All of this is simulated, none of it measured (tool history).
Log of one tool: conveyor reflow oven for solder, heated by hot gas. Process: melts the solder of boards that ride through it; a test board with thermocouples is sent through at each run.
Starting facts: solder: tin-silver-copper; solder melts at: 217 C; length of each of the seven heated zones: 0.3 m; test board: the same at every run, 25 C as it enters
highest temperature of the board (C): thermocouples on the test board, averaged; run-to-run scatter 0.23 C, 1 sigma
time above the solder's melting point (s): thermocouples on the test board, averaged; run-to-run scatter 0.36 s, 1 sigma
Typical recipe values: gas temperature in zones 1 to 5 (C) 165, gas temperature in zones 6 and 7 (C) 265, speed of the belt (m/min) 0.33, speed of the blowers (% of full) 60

| run | hour | gas temperature in zones 1 to 5 (C) | gas temperature in zones 6 and 7 (C) | speed of the belt (m/min) | speed of the blowers (% of full) | highest temperature of the board (C) | time above the solder's melting point (s) |
|---|---|---|---|---|---|---|---|
| 1 | 0 | 165 | 265 | 0.33 | 60 | 245.2 | 68.4 |
| 2 | 37.1 | 165 | 265 | 0.33 | 60 | 244.7 | 68.3 |
| 3 | 57.5 | 175 | 265 | 0.33 | 60 | 246.8 | 75.8 |
| 4 | 81 | 175 | 265 | 0.33 | 60 | 246.7 | 75.6 |
| 5 | 125.9 | 165 | 265 | 0.33 | 60 | 244.5 | 67.1 |
|  | 155.8 | flux residue cleaned out of gas plates and filters |
| 6 | 170.6 | 165 | 265 | 0.33 | 60 | 246.2 | 69.6 |
| 7 | 195.9 | 170 | 265 | 0.33 | 60 | 246.6 | 73.3 |
| 8 | 226.9 | 165 | 265 | 0.365 | 60 | 242.4 | 56.6 |
| 9 | 247.7 | 165 | 265 | 0.365 | 60 | 242.3 | 56.9 |
| 10 | 270 | 177 | 265 | 0.33 | 60 | 247.7 | 78.3 |
| 11 | 302.5 | 170 | 269 | 0.33 | 60 | 249.9 | 75.7 |
| 12 | 333.6 | 162 | 254 | 0.33 | 60 | 234.9 | 53.2 |
|  | 341.8 | belt drive overhauled, speed set with a stopwatch |
| 13 | 380.1 | 176 | 274 | 0.345 | 78 | 258 | 85.9 |
| 14 | 408.9 | 155 | 279 | 0.345 | 78 | 258.8 | 76.7 |
| 15 | 450.5 | 155 | 279 | 0.345 | 78 | 258.5 | 76.8 |
| 16 | 488.7 | 155 | 279 | 0.345 | 78 | 258.5 | 75.9 |
| 17 | 510 | 155 | 279 | 0.345 | 78 | 258.3 | 76.5 |
|  | 536.5 | belt drive overhauled, speed set with a stopwatch, once more |
|  | 555.7 | flux residue cleaned out of gas plates and filters |
| 18 | 555.7 | 155 | 279 | 0.345 | 78 | 260 | 76.9 |
| 19 | 584.7 | 165 | 265 | 0.29 | 54 | 247.6 | 83.4 |
| 20 | 622.1 | 165 | 264 | 0.33 | 86 | 251.2 | 77.1 |

Pick out some run-to-run changes in highest temperature of the board (C). Of each, how much would a tool without hidden state show as well, from the settings, what came in and chance, and how much is left for the hidden state and any gauge scatter not in both results compared?
What the log doesn't record here: heat that the gas passes to the board, % of a clean oven's; belt's true speed, % of the reading; true gas temperature in zones 6 and 7 over the reading, C; drift of the gauge itself on peak_c, C; drift of the gauge itself on liquid_s, %.
Run 5 -> 6: flux residue cleaned out of gas plates and filters. highest temperature of the board (C) +1.7: hidden state +1.3, all else +0.4.
Run 11 -> 12: gas temperature in zones 1 to 5 (C) 170 -> 162, gas temperature in zones 6 and 7 (C) 269 -> 254. highest temperature of the board (C) -15: hidden state -0.1, all else -14.9.
Run 12 -> 13: gas temperature in zones 1 to 5 (C) 162 -> 176, gas temperature in zones 6 and 7 (C) 254 -> 274, speed of the belt (m/min) 0.33 -> 0.345, speed of the blowers (% of full) 60 -> 78, belt drive overhauled, speed set with a stopwatch. highest temperature of the board (C) +23.1: hidden state -0.3, all else +23.4.
Run 17 -> 18: belt drive overhauled, speed set with a stopwatch, once more, flux residue cleaned out of gas plates and filters. highest temperature of the board (C) +1.7: hidden state +1.7, all else +0.
